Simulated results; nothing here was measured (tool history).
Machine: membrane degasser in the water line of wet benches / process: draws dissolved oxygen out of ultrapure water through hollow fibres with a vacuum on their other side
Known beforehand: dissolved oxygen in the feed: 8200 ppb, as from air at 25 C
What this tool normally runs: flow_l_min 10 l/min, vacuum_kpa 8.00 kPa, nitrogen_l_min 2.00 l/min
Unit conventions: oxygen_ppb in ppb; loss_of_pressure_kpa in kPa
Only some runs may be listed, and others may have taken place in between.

run    hour  flow_l_min  vacuum_kpa  nitrogen_l_min  oxygen_ppb  loss_of_pressure_kpa
  1     0.0          10        8.00            2.00       182.3                 58.04
  2   285.8          10        8.00            2.00       184.5                 58.83
  3   510.1          10        8.00            2.00       183.8                 58.38
  4   836.1          10        8.00            2.00       186.7                 58.44
  5  1105.3          10        8.00            2.00       188.2                 58.80
  6  1281.5          10        8.00            2.00       190.3                 58.56
  7  1586.6          10        8.00            2.00       189.1                 59.17
  8  1762.2          10        8.00            1.81       197.0                 58.88
  9  1917.0          10       11.57            2.00       232.7                 58.44
 10  2096.4          10       11.57            2.00       235.1                 59.13
 11  2368.3          10       11.57            2.00       233.8                 59.33
     2521.7  -- seals of the vacuum lines changed
 12  2522.8          10        8.00            4.54       159.4                 58.85
     2576.8  -- membrane cartridge changed
 13  2706.6          10        8.00            4.54       124.8                 54.95
 14  2987.7          10        8.00            4.54       125.9                 54.76
 15  3213.1          10        8.00            4.54       124.8                 55.53
 16  3438.2           9        8.00            4.54        98.7                 49.55
 17  3784.7           9        8.00            4.54        98.4                 49.95
 18  3983.2           9        8.00            4.54        97.9                 50.06
 19  4166.9           9        8.00            4.54        99.3                 49.83
     4295.7  -- vacuum gauge calibrated
 20  4534.7           6       19.72            2.00       142.6                 33.37
 21  4886.8           6       19.72            2.00       143.1                 33.76
 22  5037.2           6       19.72            2.00       143.2                 33.56
 23  5248.5           6       19.72            2.00       142.4                 33.69
 24  5449.5          15       13.55            2.00       449.0                 83.65
 25  5789.4          13       15.64            2.00       388.3                 72.62
 26  6154.8          13       15.64            2.00       391.3                 72.99
 27  6368.8           6       10.49            3.18        57.0                 33.73
 28  6660.5           6       10.49            3.18        55.7                 33.93
 29  6895.4           6       10.49            3.18        57.0                 33.77
     7049.0  -- seals of the vacuum lines changed
 30  7049.0          16        9.07            2.26       417.8                 90.64
 31  7254.9          14       15.30            2.26       423.9                 79.22

Hidden state or all else? Some run-to-run changes of oxygen_ppb, split into what the settings, what came in and random variation would give without the hidden state, and what is left for the hidden state (with any gauge scatter that isn't in both results):
The hidden state here: membrane still open, %; true pressure behind the membrane over the reading, kPa; air that leaks in behind the membrane, l/min; drift of the gauge itself on oxygen_ppb, %; drift of the gauge itself on loss_of_pressure_kpa, %.
Run 12 -> 13: membrane cartridge changed. oxygen_ppb -34.6 ppb: hidden state -35.3, all else +0.7.
Run 23 -> 24: flow_l_min 6 -> 15, vacuum_kpa 19.72 -> 13.55. oxygen_ppb +306.6 ppb: hidden state +12.9, all else +293.7.
Run 26 -> 27: flow_l_min 13 -> 6, vacuum_kpa 15.64 -> 10.49, nitrogen_l_min 2.00 -> 3.18. oxygen_ppb -334.3 ppb: hidden state -15.5, all else -318.8.
Run 29 -> 30: flow_l_min 6 -> 16, vacuum_kpa 10.49 -> 9.07, nitrogen_l_min 3.18 -> 2.26, seals of the vacuum lines changed. oxygen_ppb +360.8 ppb: hidden state +24.9, all else +335.9.
